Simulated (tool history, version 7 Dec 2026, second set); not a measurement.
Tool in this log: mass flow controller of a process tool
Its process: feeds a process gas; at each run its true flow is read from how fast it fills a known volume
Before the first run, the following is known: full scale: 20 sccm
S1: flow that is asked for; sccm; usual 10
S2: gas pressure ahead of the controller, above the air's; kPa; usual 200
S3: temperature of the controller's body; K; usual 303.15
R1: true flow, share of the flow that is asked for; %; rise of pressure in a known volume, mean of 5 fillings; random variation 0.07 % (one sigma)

| run | hour | S1 | S2 | S3 | R1 |
|---|---|---|---|---|---|
| 1 | 0 | 10 | 200 | 303.15 | 99.34 |
| 2 | 120.1 | 10 | 200 | 303.15 | 99.3 |
| 3 | 251.5 | 10 | 200 | 303.15 | 99.37 |
| 4 | 424.7 | 10 | 151 | 303.15 | 99.05 |
| 5 | 557.6 | 10 | 151 | 303.15 | 99.1 |
| 6 | 657.2 | 10 | 200 | 303.15 | 99.2 |
| 7 | 827.4 | 10 | 200 | 303.15 | 99.4 |
| 8 | 1008.9 | 10 | 200 | 303.15 | 99.21 |
| 9 | 1214.8 | 10 | 200 | 302.15 | 99.24 |
| 10 | 1418.4 | 10 | 200 | 302.15 | 99.26 |
| 11 | 1588.4 | 10 | 200 | 302.15 | 99.23 |
| 12 | 1771.4 | 13 | 200 | 303.15 | 99.38 |
| 13 | 1986.1 | 13 | 200 | 303.15 | 99.37 |
| 14 | 2091.6 | 13 | 200 | 303.15 | 99.44 |
| 15 | 2297.3 | 13 | 200 | 303.15 | 99.41 |
| 16 | 2460.4 | 13 | 200 | 303.15 | 99.47 |
| 17 | 2607.7 | 12 | 200 | 303.15 | 99.3 |
| 18 | 2770.9 | 10 | 200 | 303.15 | 99.39 |
| 19 | 2910.6 | 10 | 200 | 303.15 | 99.29 |
| 20 | 3038.4 | 10 | 200 | 303.15 | 99.4 |
| 21 | 3140.2 | 10 | 200 | 308.15 | 99.63 |
| 22 | 3277.8 | 10 | 200 | 308.15 | 99.58 |
| 23 | 3414 | 10 | 200 | 298.15 | 98.99 |
| 24 | 3626.2 | 10 | 200 | 298.15 | 99.05 |
| 25 | 3805.3 | 10 | 200 | 298.15 | 99.02 |
|  | 3865.4 | controller's zero set anew |
| 26 | 3971.8 | 2 | 180 | 312.15 | 97.26 |
| 27 | 4134.2 | 10 | 234 | 303.15 | 97.89 |
| 28 | 4299.3 | 7 | 262 | 303.15 | 97.66 |
| 29 | 4395.2 | 7 | 262 | 303.15 | 97.63 |
| 30 | 4516.5 | 8 | 182 | 296.15 | 97.17 |
| 31 | 4680.7 | 3 | 215 | 297.15 | 96.93 |
| 32 | 4895.1 | 3 | 215 | 297.15 | 97 |
| 33 | 5109 | 3 | 155 | 300.15 | 96.99 |
| 34 | 5207.1 | 8 | 165 | 303.15 | 97.44 |
| 35 | 5341.5 | 6 | 158 | 297.15 | 96.83 |
| 36 | 5431.3 | 10 | 158 | 297.15 | 97.24 |
| 37 | 5533.9 | 4 | 255 | 310.15 | 98.06 |
| 38 | 5639 | 10 | 238 | 303.15 | 97.82 |
| 39 | 5770.5 | 10 | 238 | 303.15 | 97.92 |
| 40 | 5884.1 | 10 | 143 | 303.15 | 97.59 |
| 41 | 6038.8 | 10 | 143 | 303.15 | 97.55 |
| 42 | 6131.9 | 2 | 200 | 303.15 | 98.28 |
| 43 | 6333.7 | 6 | 207 | 295.15 | 97.07 |
| 44 | 6527.8 | 14 | 154 | 303.15 | 98.08 |
| 45 | 6745.5 | 9 | 151 | 308.15 | 97.93 |
| 46 | 6961.7 | 17 | 200 | 303.15 | 98.64 |
| 47 | 7103.4 | 10 | 175 | 299.15 | 97.57 |
| 48 | 7195.8 | 2 | 175 | 310.15 | 99.42 |

Same runs, no hidden state in the tool, same run-to-run variation:
Hidden conditions of the tool in this case: flow at rest that the sensor doesn't see, % of full scale; true flow over the shown one, %; drift of the gauge itself on true_pct, %.
| run | R1 |
|---|---|
| 1 | 98.95 |
| 2 | 98.91 |
| 3 | 98.97 |
| 4 | 98.65 |
| 5 | 98.7 |
| 6 | 98.81 |
| 7 | 99.01 |
| 8 | 98.81 |
| 9 | 98.84 |
| 10 | 98.86 |
| 11 | 98.82 |
| 12 | 99.24 |
| 13 | 99.25 |
| 14 | 99.32 |
| 15 | 99.3 |
| 16 | 99.36 |
| 17 | 99.11 |
| 18 | 98.97 |
| 19 | 98.86 |
| 20 | 98.97 |
| 21 | 99.21 |
| 22 | 99.15 |
| 23 | 98.56 |
| 24 | 98.62 |
| 25 | 98.58 |
| 26 | 98.26 |
| 27 | 99.02 |
| 28 | 98.75 |
| 29 | 98.71 |
| 30 | 98.25 |
| 31 | 97.68 |
| 32 | 97.67 |
| 33 | 97.56 |
| 34 | 98.49 |
| 35 | 97.77 |
| 36 | 98.35 |
| 37 | 98.73 |
| 38 | 98.92 |
| 39 | 99.03 |
| 40 | 98.7 |
| 41 | 98.65 |
| 42 | 97.75 |
| 43 | 97.87 |
| 44 | 99.31 |
| 45 | 98.96 |
| 46 | 99.96 |
| 47 | 98.66 |
| 48 | 98.12 |
